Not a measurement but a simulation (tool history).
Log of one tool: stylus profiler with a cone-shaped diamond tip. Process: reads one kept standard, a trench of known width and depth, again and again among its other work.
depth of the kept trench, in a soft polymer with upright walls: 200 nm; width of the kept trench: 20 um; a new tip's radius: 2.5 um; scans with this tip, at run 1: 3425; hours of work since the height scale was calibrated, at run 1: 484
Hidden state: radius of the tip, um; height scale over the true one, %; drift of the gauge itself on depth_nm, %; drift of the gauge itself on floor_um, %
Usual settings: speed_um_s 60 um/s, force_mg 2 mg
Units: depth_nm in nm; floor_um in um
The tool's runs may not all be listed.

run	hour	speed_um_s	force_mg	scans with this tip	hours of work since the height scale was calibrated	depth_nm	floor_um
1	0	60	2	3425	484	202.65	17.53
2	52.2	60	2	3706	524	202.61	17.54
3	129.1	60	2	4120	582	202.51	17.5
4	214.7	60	2.23	4580	647	202.87	17.43
5	292.1	60	2.23	4997	706	202.73	17.44
6	340.1	60	2.23	5255	742	202.69	17.44
7	388.4	60	2.23	5515	779	202.7	17.45
8	434.5	60	2.23	5763	814	202.83	17.39
9	487.2	34	2	6047	854	202.31	17.49
10	522	34	2	6234	881	202.25	17.44
11	580.3	60	5.7	6548	925	205.53	17.47
12	647.1	60	0.94	6907	976	201.23	17.21
13	703	60	0.73	7208	1018	200.84	17.15
14	788	60	0.73	7665	1083	200.81	17.13
15	860.6	60	0.73	8056	1138	200.59	17.16
16	907.8	60	0.73	8310	1174	200.89	17.11
17	990.6	60	0.73	8755	1237	200.62	17.08
18	1044.6	60	0.73	9046	1278	200.72	17.07
19	1113.6	60	0.73	9417	1330	200.6	17.01
20	1158.5	60	0.73	9658	1364	200.72	16.96
21	1218.3	60	2.01	9980	1410	202.1	17.15
22	1303.9	60	2.01	10441	1475	202.13	17.15
23	1356.1	60	2.01	10722	1515	202.01	17.12
# hour 1399.9: new tip fitted, height scale calibrated
24	1432.9	25	1.09	177	25	201.96	17.87
25	1489.1	48	3.07	480	68	203.84	17.86
26	1548.8	20	1.26	801	113	202.22	17.8
27	1593.9	20	1.26	1043	147	201.97	17.89
28	1635.5	20	1.26	1267	179	202.17	17.8
29	1708	54	0.83	1657	234	201.63	17.56
30	1767.1	83	3.96	1976	279	204.51	17.66
31	1841.9	15	2.91	2378	336	203.65	17.81
32	1910	15	2.91	2744	388	203.76	17.74
33	1975.1	15	2.91	3094	437	203.67	17.76
34	2021.5	15	2.91	3344	472	203.64	17.72
35	2090.7	225	1.76	3716	525	202.52	16.89
36	2155.9	80	1.04	4067	575	201.57	17.29
37	2192.4	27	0.97	4263	602	201.53	17.6
38	2237.3	17	1.56	4505	636	202.15	17.6
39	2312	60	3.08	4907	693	203.6	17.48
40	2353.5	60	3.08	5130	725	203.49	17.48
41	2420.8	54	3.03	5493	776	203.53	17.45
42	2463.9	91	5.98	5724	809	205.74	17.44
43	2532	41	1.52	6091	860	201.92	17.39
44	2604.3	40	1.8	6480	915	202.49	17.41
45	2664.2	16	2.66	6802	961	202.72	17.52
46	2743.2	50	2.09	7227	1021	202.42	17.34

The same runs without the tool's hidden state, with the same run-to-run variation:
run	depth_nm	floor_um
1	203.02	17.8
2	203.01	17.83
3	202.96	17.82
4	203.35	17.78
5	203.25	17.81
6	203.24	17.83
7	203.27	17.86
8	203.42	17.81
9	202.92	17.93
10	202.89	17.89
11	206.2	17.94
12	201.92	17.7
13	201.56	17.65
14	201.58	17.67
15	201.39	17.72
16	201.71	17.68
17	201.49	17.68
18	201.61	17.69
19	201.53	17.64
20	201.68	17.61
21	203.1	17.81
22	203.18	17.84
23	203.08	17.83
24	202	17.91
25	203.9	17.92
26	202.32	17.89
27	202.08	18
28	202.31	17.92
29	201.81	17.71
30	204.72	17.83
31	203.89	18.01
32	204.03	17.96
33	203.97	18.01
34	203.98	17.98
35	202.89	17.18
36	201.96	17.6
37	201.94	17.93
38	202.59	17.94
39	204.09	17.85
40	204	17.87
41	204.07	17.86
42	206.31	17.86
43	202.51	17.84
44	203.12	17.87
45	203.38	18
46	203.12	17.85

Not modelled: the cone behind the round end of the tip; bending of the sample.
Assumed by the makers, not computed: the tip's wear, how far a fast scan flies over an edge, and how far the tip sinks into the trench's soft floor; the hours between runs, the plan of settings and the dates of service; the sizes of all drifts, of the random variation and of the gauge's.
